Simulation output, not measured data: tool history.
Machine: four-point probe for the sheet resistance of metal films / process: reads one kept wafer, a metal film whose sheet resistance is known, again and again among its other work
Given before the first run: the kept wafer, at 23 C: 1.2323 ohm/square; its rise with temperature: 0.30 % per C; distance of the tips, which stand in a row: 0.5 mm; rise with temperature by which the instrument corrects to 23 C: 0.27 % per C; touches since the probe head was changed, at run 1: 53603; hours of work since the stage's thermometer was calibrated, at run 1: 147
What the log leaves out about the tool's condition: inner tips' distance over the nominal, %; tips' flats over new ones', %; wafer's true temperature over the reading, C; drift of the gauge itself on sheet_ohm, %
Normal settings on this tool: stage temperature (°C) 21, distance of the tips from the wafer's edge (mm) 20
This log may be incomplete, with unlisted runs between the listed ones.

run	day	stage temperature (°C)	distance of the tips from the wafer's edge (mm)	touches since the probe head was changed	hours of work since the stage's thermometer was calibrated	sheet resistance as the instrument gives it (ohm/square)
1	0.000	21	20	53603	147	1.224063
2	0.912	21	20	54130	158	1.223939
3	1.925	21	20	54714	171	1.224156
4	2.438	21	50	55009	177	1.223687
5	3.471	21	11	55606	189	1.224650
6	4.204	21	11	56029	198	1.224085
7	5.312	21	20	56670	211	1.223730
8	5.904	21	11	57010	218	1.224300
9	6.633	31	71	57432	227	1.225884
10	7.408	26	24	57878	237	1.225068
11	7.950	26	24	58191	243	1.224948
12	8.654	26	24	58597	252	1.225035
13	9.129	22	25	58872	257	1.223522
14	9.646	20	37	59170	263	1.222781

Consider 4 possible next runs. They are alternatives, not a sequence: every one starts from the tool as it was left by run 14. What does each give?
A	10.725	23	21	59794	276	?
B	10.725	32	9	59794	276	?
C	10.725	18	17	59794	276	?
D	10.725	34	72	59794	276	?

run	sheet resistance as the instrument gives it (ohm/square)
A	1.223877
B	1.227910
C	1.222093
D	1.227113
The same runs, with their run-to-run variation unchanged, on a tool lacking any hidden condition would have given:
run	sheet resistance as the instrument gives it (ohm/square)
A	1.232812
B	1.236884
C	1.231007
D	1.236085
